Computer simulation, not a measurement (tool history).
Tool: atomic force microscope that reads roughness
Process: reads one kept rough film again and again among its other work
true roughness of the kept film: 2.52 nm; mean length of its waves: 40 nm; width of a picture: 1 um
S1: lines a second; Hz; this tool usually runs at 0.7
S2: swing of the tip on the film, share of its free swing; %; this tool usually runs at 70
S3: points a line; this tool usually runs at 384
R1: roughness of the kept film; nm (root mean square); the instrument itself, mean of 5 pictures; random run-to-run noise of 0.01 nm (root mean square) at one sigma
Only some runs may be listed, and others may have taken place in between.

run	hour	S1	S2	S3	R1
1	0	0.7	70	384	2.317
2	20.6	0.7	70	384	2.302
3	33	0.7	70	384	2.274
4	46.2	0.7	70	384	2.237
5	57.2	0.7	70	384	2.223
6	70.3	0.7	70	384	2.195
7	86.9	0.7	70	384	2.153
8	107	0.7	70	384	2.135
9	118.3	0.7	70	452	2.119
10	128.8	0.743	70	384	2.333
11	148.2	0.743	70	384	2.292
12	165.3	0.7	80	384	2.218
13	184.9	1.753	61	387	2.172
14	194.6	1.753	61	387	2.176
15	205	0.539	58	466	2.23
16	220	0.539	58	466	2.206
17	236.7	0.595	70	357	2.142
18	259.4	0.595	70	357	2.325
19	280.7	3.266	70	433	2.051
20	302.7	2.905	70	342	2.047
21	324	2.979	70	602	1.98

Not shown: 4 entries that the log had between the listed runs. Between which runs, and how does the tool's hidden state differ before and after?
After run 9, before run 10: new tip fitted (hour 124.6)
  radius of the tip, nm: 23.4 -> 5.6
  the result without the hidden state subtracted from the measured one, R1: -0.247 -> -0.019 nm (root mean square)
After run 12, before run 13: height scale calibrated on a step standard (hour 167.9)
  radius of the tip, nm: 11.1 -> 13.8; height scale over the true one, %: -0.48 -> -0.61
  the result without the hidden state subtracted from the measured one, R1: -0.092 -> -0.129 nm (root mean square)
After run 17, before run 18: new tip fitted (hour 254.5)
  radius of the tip, nm: 21.4 -> 5.8; height scale over the true one, %: -0.64 -> -0.65
  the result without the hidden state subtracted from the measured one, R1: -0.227 -> -0.027 nm (root mean square)
After run 18, before run 19: height scale calibrated on a step standard, once more (hour 277.2)
  radius of the tip, nm: 5.8 -> 8.7; height scale over the true one, %: -0.65 -> 0.07
  the result without the hidden state subtracted from the measured one, R1: -0.027 -> -0.044 nm (root mean square)
